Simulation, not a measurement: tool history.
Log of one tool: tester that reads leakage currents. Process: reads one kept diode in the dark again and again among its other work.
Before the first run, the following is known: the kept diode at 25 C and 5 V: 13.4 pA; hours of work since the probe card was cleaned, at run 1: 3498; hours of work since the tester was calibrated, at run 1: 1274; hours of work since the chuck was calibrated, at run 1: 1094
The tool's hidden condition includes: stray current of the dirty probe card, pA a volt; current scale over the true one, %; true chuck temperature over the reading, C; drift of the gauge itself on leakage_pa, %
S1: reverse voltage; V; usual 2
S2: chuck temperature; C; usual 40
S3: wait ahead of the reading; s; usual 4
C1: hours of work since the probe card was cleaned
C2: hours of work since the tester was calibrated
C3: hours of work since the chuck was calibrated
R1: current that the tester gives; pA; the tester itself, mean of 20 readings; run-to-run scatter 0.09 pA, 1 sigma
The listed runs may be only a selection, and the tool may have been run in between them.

Run 1, hour 0: usual settings; C1 3498; C2 1274; C3 1094. Result: R1 29.06 pA.
Run 2, hour 122.4: usual settings but S3 0.58 s; C1 3585; C2 1361; C3 1181. Result: R1 29.8 pA.
At hour 143.5: chuck's temperature calibrated.
At hour 184.3: probe card cleaned and baked.
Run 3, hour 324.8: usual settings but S3 0.58 s; C1 100; C2 1502; C3 127. Result: R1 25.42 pA.
Run 4, hour 522.8: usual settings but S3 0.58 s; C1 241; C2 1643; C3 268. Result: R1 25.76 pA.
Run 5, hour 626.2: usual settings but S3 0.58 s; C1 315; C2 1717; C3 342. Result: R1 25.88 pA.
Run 6, hour 744.8: usual settings; C1 399; C2 1801; C3 426. Result: R1 25.66 pA.
Run 7, hour 848.5: usual settings; C1 473; C2 1875; C3 500. Result: R1 25.7 pA.
Run 8, hour 956.6: usual settings; C1 550; C2 1952; C3 577. Result: R1 25.79 pA.
Run 9, hour 1090: usual settings; C1 646; C2 2047; C3 673. Result: R1 25.91 pA.
Run 10, hour 1289.3: usual settings but S1 3.97 V, S3 3.77 s; C1 788; C2 2189; C3 815. Result: R1 37.82 pA.
Run 11, hour 1383.4: usual settings but S1 8.52 V, S2 24 C; C1 855; C2 2256; C3 882. Result: R1 20.58 pA.
Run 12, hour 1585.4: usual settings but S1 8.52 V, S2 24 C; C1 999; C2 2400; C3 1026. Result: R1 21.07 pA.
Run 13, hour 1749.2: usual settings but S1 17.31 V; C1 1115; C2 2517; C3 1142. Result: R1 87.11 pA.
At hour 1826.1: chuck's temperature calibrated.
Run 14, hour 1932.8: usual settings but S1 12.11 V, S2 30 C, S3 2.18 s; C1 1245; C2 2647; C3 76. Result: R1 38.18 pA.
Run 15, hour 2137.9: usual settings but S1 12.11 V, S2 30 C, S3 2.18 s; C1 1391; C2 2793; C3 222. Result: R1 39.27 pA.
Run 16, hour 2266.6: usual settings but S1 12.23 V, S2 58 C, S3 1.04 s; C1 1483; C2 2884; C3 314. Result: R1 214.31 pA.
Run 17, hour 2352: usual settings but S1 7.64 V, S2 36 C, S3 2.54 s; C1 1544; C2 2945; C3 375. Result: R1 43.62 pA.

Here are 5 independent what-if runs from the current tool condition. What would each one return?
Run A, hour 2439.2: usual settings but S1 2.62 V, S2 29 C, S3 0.62 s; C1 1606; C2 3008; C3 437. Result: R1 ?.
Run B, hour 2439.2: usual settings but S1 4.75 V, S2 30 C, S3 1 s; C1 1606; C2 3008; C3 437. Result: R1 ?.
Run C, hour 2439.2: usual settings but S1 1.29 V, S2 48 C, S3 2.54 s; C1 1606; C2 3008; C3 437. Result: R1 ?.
Run D, hour 2439.2: usual settings but S3 6.32 s; C1 1606; C2 3008; C3 437. Result: R1 ?.
Run E, hour 2439.2: usual settings but S1 1.45 V; C1 1606; C2 3008; C3 437. Result: R1 ?.

run     R1
  A  15.93
  B  23.63
  C  35.42
  D  26.93
  E  22.54
With the hidden condition removed and each run's random variation left untouched, the same runs would have given:
run     R1
  A   13.8
  B  19.92
  C  33.57
  D  24.86
  E  20.96
